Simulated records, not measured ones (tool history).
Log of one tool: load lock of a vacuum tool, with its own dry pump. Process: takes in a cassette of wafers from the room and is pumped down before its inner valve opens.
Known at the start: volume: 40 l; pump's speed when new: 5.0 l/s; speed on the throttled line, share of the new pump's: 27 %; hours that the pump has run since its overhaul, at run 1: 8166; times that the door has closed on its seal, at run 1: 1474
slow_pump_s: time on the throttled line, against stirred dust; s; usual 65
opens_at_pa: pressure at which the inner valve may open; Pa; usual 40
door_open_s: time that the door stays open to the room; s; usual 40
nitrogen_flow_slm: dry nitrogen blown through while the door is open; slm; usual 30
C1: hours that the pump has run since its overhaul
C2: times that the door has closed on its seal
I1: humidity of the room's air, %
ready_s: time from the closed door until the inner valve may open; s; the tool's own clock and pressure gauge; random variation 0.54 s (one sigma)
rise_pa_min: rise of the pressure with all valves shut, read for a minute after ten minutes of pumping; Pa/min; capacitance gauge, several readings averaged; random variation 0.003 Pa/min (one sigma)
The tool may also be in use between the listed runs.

{"run": 1, "hour": 0.0, "slow_pump_s": 65, "opens_at_pa": 40, "door_open_s": 40, "nitrogen_flow_slm": 30, "C1": 8166, "C2": 1474, "I1": 43.7, "ready_s": 110.2, "rise_pa_min": 0.022}
{"run": 2, "hour": 135.9, "slow_pump_s": 65, "opens_at_pa": 40, "door_open_s": 40, "nitrogen_flow_slm": 30, "C1": 8302, "C2": 1612, "I1": 44.8, "ready_s": 110.3, "rise_pa_min": 0.014}
{"run": 3, "hour": 246.3, "slow_pump_s": 65, "opens_at_pa": 40, "door_open_s": 40, "nitrogen_flow_slm": 30, "C1": 8412, "C2": 1724, "I1": 46.2, "ready_s": 110.6, "rise_pa_min": 0.016}
{"run": 4, "hour": 322.5, "slow_pump_s": 65, "opens_at_pa": 40, "door_open_s": 40, "nitrogen_flow_slm": 5, "C1": 8488, "C2": 1802, "I1": 44.3, "ready_s": 110.2, "rise_pa_min": 0.029}
{"run": 5, "hour": 437.4, "slow_pump_s": 65, "opens_at_pa": 40, "door_open_s": 40, "nitrogen_flow_slm": 27, "C1": 8603, "C2": 1919, "I1": 48.3, "ready_s": 110.6, "rise_pa_min": 0.014}
{"run": 6, "hour": 513.4, "slow_pump_s": 65, "opens_at_pa": 40, "door_open_s": 40, "nitrogen_flow_slm": 30, "C1": 8679, "C2": 1996, "I1": 42.7, "ready_s": 110.6, "rise_pa_min": 0.018}
{"run": 7, "hour": 585.2, "slow_pump_s": 65, "opens_at_pa": 40, "door_open_s": 40, "nitrogen_flow_slm": 30, "C1": 8751, "C2": 2069, "I1": 47.8, "ready_s": 111.1, "rise_pa_min": 0.016}
{"run": 8, "hour": 682.3, "slow_pump_s": 65, "opens_at_pa": 40, "door_open_s": 40, "nitrogen_flow_slm": 30, "C1": 8848, "C2": 2168, "I1": 42.8, "ready_s": 110.9, "rise_pa_min": 0.02}
{"run": 9, "hour": 798.4, "slow_pump_s": 65, "opens_at_pa": 40, "door_open_s": 40, "nitrogen_flow_slm": 30, "C1": 8964, "C2": 2286, "I1": 46, "ready_s": 109.4, "rise_pa_min": 0.021}
{"run": 10, "hour": 932.7, "slow_pump_s": 65, "opens_at_pa": 40, "door_open_s": 40, "nitrogen_flow_slm": 30, "C1": 9098, "C2": 2423, "I1": 45.4, "ready_s": 110.4, "rise_pa_min": 0.014}
{"run": 11, "hour": 1021.7, "slow_pump_s": 65, "opens_at_pa": 40, "door_open_s": 40, "nitrogen_flow_slm": 30, "C1": 9187, "C2": 2514, "I1": 45.4, "ready_s": 110.9, "rise_pa_min": 0.02}
{"run": 12, "hour": 1085.1, "slow_pump_s": 65, "opens_at_pa": 40, "door_open_s": 40, "nitrogen_flow_slm": 30, "C1": 9251, "C2": 2578, "I1": 44.2, "ready_s": 110.3, "rise_pa_min": 0.018}
{"run": 13, "hour": 1199.3, "slow_pump_s": 65, "opens_at_pa": 40, "door_open_s": 40, "nitrogen_flow_slm": 30, "C1": 9365, "C2": 2694, "I1": 43.4, "ready_s": 111.1, "rise_pa_min": 0.014}
{"run": 14, "hour": 1325.1, "slow_pump_s": 65, "opens_at_pa": 40, "door_open_s": 40, "nitrogen_flow_slm": 30, "C1": 9491, "C2": 2822, "I1": 46.8, "ready_s": 110.7, "rise_pa_min": 0.017}
{"run": 15, "hour": 1387.6, "slow_pump_s": 65, "opens_at_pa": 40, "door_open_s": 40, "nitrogen_flow_slm": 30, "C1": 9553, "C2": 2886, "I1": 45.5, "ready_s": 109.8, "rise_pa_min": 0.018}
{"run": 16, "hour": 1490.6, "slow_pump_s": 104, "opens_at_pa": 40, "door_open_s": 40, "nitrogen_flow_slm": 30, "C1": 9656, "C2": 2991, "I1": 46.3, "ready_s": 138, "rise_pa_min": 0.015}
{"run": 17, "hour": 1572.4, "slow_pump_s": 104, "opens_at_pa": 40, "door_open_s": 40, "nitrogen_flow_slm": 30, "C1": 9738, "C2": 3074, "I1": 50.2, "ready_s": 138.5, "rise_pa_min": 0.015}
{"run": 18, "hour": 1691.3, "slow_pump_s": 106, "opens_at_pa": 40, "door_open_s": 40, "nitrogen_flow_slm": 30, "C1": 9857, "C2": 3195, "I1": 46.3, "ready_s": 139.2, "rise_pa_min": 0.017}
{"run": 19, "hour": 1765.2, "slow_pump_s": 65, "opens_at_pa": 45, "door_open_s": 40, "nitrogen_flow_slm": 30, "C1": 9931, "C2": 3270, "I1": 43.1, "ready_s": 109.8, "rise_pa_min": 0.014}
{"run": 20, "hour": 1867.4, "slow_pump_s": 65, "opens_at_pa": 38, "door_open_s": 40, "nitrogen_flow_slm": 30, "C1": 10033, "C2": 3374, "I1": 44.5, "ready_s": 110.6, "rise_pa_min": 0.016}
{"run": 21, "hour": 1968.1, "slow_pump_s": 33, "opens_at_pa": 33, "door_open_s": 40, "nitrogen_flow_slm": 12, "C1": 10134, "C2": 3477, "I1": 48.1, "ready_s": 88.7, "rise_pa_min": 0.019}
{"run": 22, "hour": 2037.9, "slow_pump_s": 33, "opens_at_pa": 33, "door_open_s": 40, "nitrogen_flow_slm": 12, "C1": 10204, "C2": 3548, "I1": 44.8, "ready_s": 89, "rise_pa_min": 0.024}
{"run": 23, "hour": 2165.9, "slow_pump_s": 104, "opens_at_pa": 43, "door_open_s": 40, "nitrogen_flow_slm": 12, "C1": 10332, "C2": 3678, "I1": 42.5, "ready_s": 137.5, "rise_pa_min": 0.018}
{"hour": 2295.1, "done": "dry pump taken out, an overhauled one fitted"}
{"run": 24, "hour": 2297.2, "slow_pump_s": 35, "opens_at_pa": 48, "door_open_s": 80, "nitrogen_flow_slm": 12, "C1": 2, "C2": 3806, "I1": 41.8, "ready_s": 87.9, "rise_pa_min": 0.029}
{"run": 25, "hour": 2387.4, "slow_pump_s": 35, "opens_at_pa": 48, "door_open_s": 80, "nitrogen_flow_slm": 12, "C1": 92, "C2": 3898, "I1": 41, "ready_s": 87.5, "rise_pa_min": 0.027}
{"run": 26, "hour": 2515.9, "slow_pump_s": 35, "opens_at_pa": 48, "door_open_s": 80, "nitrogen_flow_slm": 12, "C1": 221, "C2": 4028, "I1": 44.1, "ready_s": 87, "rise_pa_min": 0.031}
{"run": 27, "hour": 2600.0, "slow_pump_s": 54, "opens_at_pa": 42, "door_open_s": 58, "nitrogen_flow_slm": 17, "C1": 305, "C2": 4114, "I1": 45.1, "ready_s": 102.1, "rise_pa_min": 0.025}
{"run": 28, "hour": 2720.7, "slow_pump_s": 44, "opens_at_pa": 79, "door_open_s": 43, "nitrogen_flow_slm": 21, "C1": 426, "C2": 4237, "I1": 41.1, "ready_s": 89.1, "rise_pa_min": 0.017}
{"run": 29, "hour": 2854.7, "slow_pump_s": 44, "opens_at_pa": 79, "door_open_s": 43, "nitrogen_flow_slm": 9, "C1": 560, "C2": 4373, "I1": 41.5, "ready_s": 89, "rise_pa_min": 0.025}
{"run": 30, "hour": 2913.7, "slow_pump_s": 47, "opens_at_pa": 63, "door_open_s": 115, "nitrogen_flow_slm": 17, "C1": 619, "C2": 4433, "I1": 40.8, "ready_s": 92.9, "rise_pa_min": 0.023}
{"run": 31, "hour": 3019.3, "slow_pump_s": 83, "opens_at_pa": 40, "door_open_s": 40, "nitrogen_flow_slm": 14, "C1": 724, "C2": 4541, "I1": 42.6, "ready_s": 123, "rise_pa_min": 0.023}
{"run": 32, "hour": 3144.0, "slow_pump_s": 83, "opens_at_pa": 40, "door_open_s": 40, "nitrogen_flow_slm": 14, "C1": 849, "C2": 4668, "I1": 45.7, "ready_s": 124.3, "rise_pa_min": 0.023}
{"run": 33, "hour": 3244.7, "slow_pump_s": 83, "opens_at_pa": 40, "door_open_s": 40, "nitrogen_flow_slm": 14, "C1": 950, "C2": 4770, "I1": 41.3, "ready_s": 122.9, "rise_pa_min": 0.021}
{"run": 34, "hour": 3325.5, "slow_pump_s": 83, "opens_at_pa": 54, "door_open_s": 74, "nitrogen_flow_slm": 14, "C1": 1030, "C2": 4852, "I1": 45.7, "ready_s": 120.9, "rise_pa_min": 0.03}
{"run": 35, "hour": 3417.6, "slow_pump_s": 83, "opens_at_pa": 54, "door_open_s": 74, "nitrogen_flow_slm": 14, "C1": 1123, "C2": 4946, "I1": 46, "ready_s": 121.1, "rise_pa_min": 0.032}
{"run": 36, "hour": 3520.7, "slow_pump_s": 112, "opens_at_pa": 31, "door_open_s": 34, "nitrogen_flow_slm": 14, "C1": 1226, "C2": 5051, "I1": 46.8, "ready_s": 146.9, "rise_pa_min": 0.02}
{"run": 37, "hour": 3627.3, "slow_pump_s": 36, "opens_at_pa": 40, "door_open_s": 25, "nitrogen_flow_slm": 22, "C1": 1332, "C2": 5159, "I1": 42, "ready_s": 89.8, "rise_pa_min": 0.015}

How the hidden state differs across the entries between the runs, from the last listed run before each to the first after it:
Between runs 23 and 24: dry pump taken out, an overhauled one fitted (hour 2295.1)
  pump's speed, % of a new pump's: 99.9 -> 100

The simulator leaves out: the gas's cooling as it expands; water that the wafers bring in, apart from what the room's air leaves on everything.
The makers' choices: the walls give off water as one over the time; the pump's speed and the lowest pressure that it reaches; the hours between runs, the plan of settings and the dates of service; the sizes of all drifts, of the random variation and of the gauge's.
